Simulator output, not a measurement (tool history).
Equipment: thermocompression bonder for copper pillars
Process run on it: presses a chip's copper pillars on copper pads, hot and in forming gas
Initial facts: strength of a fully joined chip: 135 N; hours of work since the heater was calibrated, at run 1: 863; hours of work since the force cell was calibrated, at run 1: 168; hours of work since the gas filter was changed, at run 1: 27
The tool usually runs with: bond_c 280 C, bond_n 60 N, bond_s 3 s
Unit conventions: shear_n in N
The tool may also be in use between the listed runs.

| run | day | bond_c | bond_n | bond_s | hours of work since the heater was calibrated | hours of work since the force cell was calibrated | hours of work since the gas filter was changed | shear_n |
|---|---|---|---|---|---|---|---|---|
| 1 | 0 | 280 | 60 | 3 | 863 | 168 | 27 | 69.9 |
| 2 | 2.438 | 280 | 60 | 3 | 891 | 196 | 55 | 69.8 |
| 3 | 3.883 | 280 | 60 | 3 | 908 | 212 | 72 | 69.4 |
| 4 | 5.067 | 280 | 60 | 3 | 921 | 226 | 85 | 69.3 |
| 5 | 6.642 | 280 | 60 | 3 | 939 | 244 | 103 | 69.5 |
| 6 | 8.629 | 280 | 60 | 3 | 962 | 266 | 126 | 69.4 |
| 7 | 10.154 | 280 | 60 | 7 | 979 | 284 | 143 | 88.8 |
| 8 | 12.588 | 280 | 60 | 7 | 1007 | 311 | 171 | 89.3 |
|  | 13.696 | forming gas filter changed |
| 9 | 14.138 | 280 | 60 | 7 | 1024 | 329 | 5 | 89.4 |
| 10 | 16.458 | 280 | 61 | 3 | 1051 | 355 | 32 | 69.5 |
| 11 | 18.475 | 280 | 61 | 3 | 1074 | 378 | 54 | 69.3 |
|  | 19.296 | heater calibrated with a thermocouple chip |
| 12 | 21.033 | 280 | 45 | 3 | 20 | 406 | 83 | 57 |
| 13 | 22.842 | 280 | 48 | 8 | 40 | 427 | 103 | 81.8 |
| 14 | 24.162 | 280 | 67 | 4 | 55 | 442 | 118 | 80 |
| 15 | 25.712 | 303 | 45 | 4 | 73 | 460 | 136 | 76.2 |
| 16 | 27.429 | 271 | 51 | 3 | 93 | 479 | 156 | 56.1 |
| 17 | 29.246 | 280 | 60 | 7 | 113 | 500 | 176 | 88.1 |
|  | 29.912 | forming gas filter changed |
| 18 | 31.083 | 280 | 73 | 7 | 134 | 521 | 13 | 96.5 |
| 19 | 32.125 | 301 | 60 | 3 | 146 | 533 | 25 | 80.1 |
| 20 | 34.638 | 265 | 50 | 3 | 175 | 561 | 54 | 52.1 |
|  | 34.775 | gauge calibrated |
| 21 | 36.142 | 308 | 50 | 2 | 192 | 578 | 71 | 68.4 |
| 22 | 38.612 | 308 | 50 | 2 | 220 | 606 | 99 | 67.6 |
| 23 | 40.058 | 308 | 50 | 2 | 236 | 623 | 116 | 68.1 |

Alternative continuations, all from the tool just after run 23; predict every row:
| A | 41.808 | 282 | 49 | 3 | 256 | 643 | 136 | ? |
| B | 41.808 | 308 | 73 | 2 | 256 | 643 | 136 | ? |
| C | 41.808 | 308 | 50 | 9 | 256 | 643 | 136 | ? |
| D | 41.808 | 270 | 50 | 5 | 256 | 643 | 136 | ? |

| run | shear_n |
|---|---|
| A | 61.9 |
| B | 84.1 |
| C | 104.1 |
| D | 67.1 |
With no hidden state in the tool, these same runs would have given:
| run | shear_n |
|---|---|
| A | 62.3 |
| B | 84.7 |
| C | 104.9 |
| D | 67.6 |

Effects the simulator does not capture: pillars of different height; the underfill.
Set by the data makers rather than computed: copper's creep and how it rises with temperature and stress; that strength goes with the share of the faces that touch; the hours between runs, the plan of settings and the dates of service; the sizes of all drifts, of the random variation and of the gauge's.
